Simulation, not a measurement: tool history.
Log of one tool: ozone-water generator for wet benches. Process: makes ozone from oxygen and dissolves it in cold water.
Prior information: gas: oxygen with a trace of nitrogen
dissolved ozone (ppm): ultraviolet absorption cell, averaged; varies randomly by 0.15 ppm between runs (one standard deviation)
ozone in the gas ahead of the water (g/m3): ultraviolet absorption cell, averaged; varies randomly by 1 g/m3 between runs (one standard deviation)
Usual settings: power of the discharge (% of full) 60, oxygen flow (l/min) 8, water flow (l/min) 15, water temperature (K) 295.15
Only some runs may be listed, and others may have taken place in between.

| run | hour | power of the discharge (% of full) | oxygen flow (l/min) | water flow (l/min) | water temperature (K) | dissolved ozone (ppm) | ozone in the gas ahead of the water (g/m3) |
|---|---|---|---|---|---|---|---|
| 1 | 0 | 60 | 8 | 15 | 295.15 | 18.9 | 184.7 |
| 2 | 33.3 | 60 | 9.98 | 15 | 295.15 | 18.9 | 170.4 |
| 3 | 69.8 | 71 | 8 | 15 | 295.15 | 22.3 | 214.8 |
| 4 | 90.4 | 71 | 8 | 15 | 295.15 | 22 | 212.6 |
| 5 | 107.7 | 60 | 8 | 15 | 295.15 | 19.1 | 184.8 |
| 6 | 144.8 | 60 | 4.75 | 15 | 295.15 | 18.5 | 216.7 |
| 7 | 183.3 | 60 | 4.75 | 15 | 295.15 | 18.2 | 217.3 |
| 8 | 210 | 60 | 4.75 | 15 | 295.15 | 18.4 | 218.5 |
| 9 | 247.9 | 46 | 4.6 | 11 | 303.15 | 15.4 | 172.2 |
| 10 | 277 | 64 | 8 | 15 | 295.15 | 20.2 | 194.1 |
| 11 | 315.4 | 57 | 8.13 | 12 | 291.15 | 22.9 | 173.9 |
|  | 331.7 | contactor cleaned |
| 12 | 359.1 | 90 | 8 | 15 | 296.15 | 27.4 | 263 |
| 13 | 386 | 96 | 4.5 | 14 | 296.15 | 28.3 | 338.6 |
| 14 | 415.5 | 96 | 4.5 | 14 | 288.15 | 32.5 | 338.1 |

Forecast each of these 3 alternatives for the next run:
| A | 441.6 | 96 | 4.5 | 22 | 288.15 | ? | ? |
| B | 441.6 | 60 | 8 | 20 | 295.15 | ? | ? |
| C | 441.6 | 78 | 8.25 | 19 | 288.15 | ? | ? |

| run | dissolved ozone (ppm) | ozone in the gas ahead of the water (g/m3) |
|---|---|---|
| A | 21.8 | 337.4 |
| B | 15.3 | 182.9 |
| C | 23.1 | 231 |
Had the tool no hidden state, the same runs would have come out as:
| run | dissolved ozone (ppm) | ozone in the gas ahead of the water (g/m3) |
|---|---|---|
| A | 21.8 | 337.7 |
| B | 15.3 | 183 |
| C | 23.1 | 231.2 |
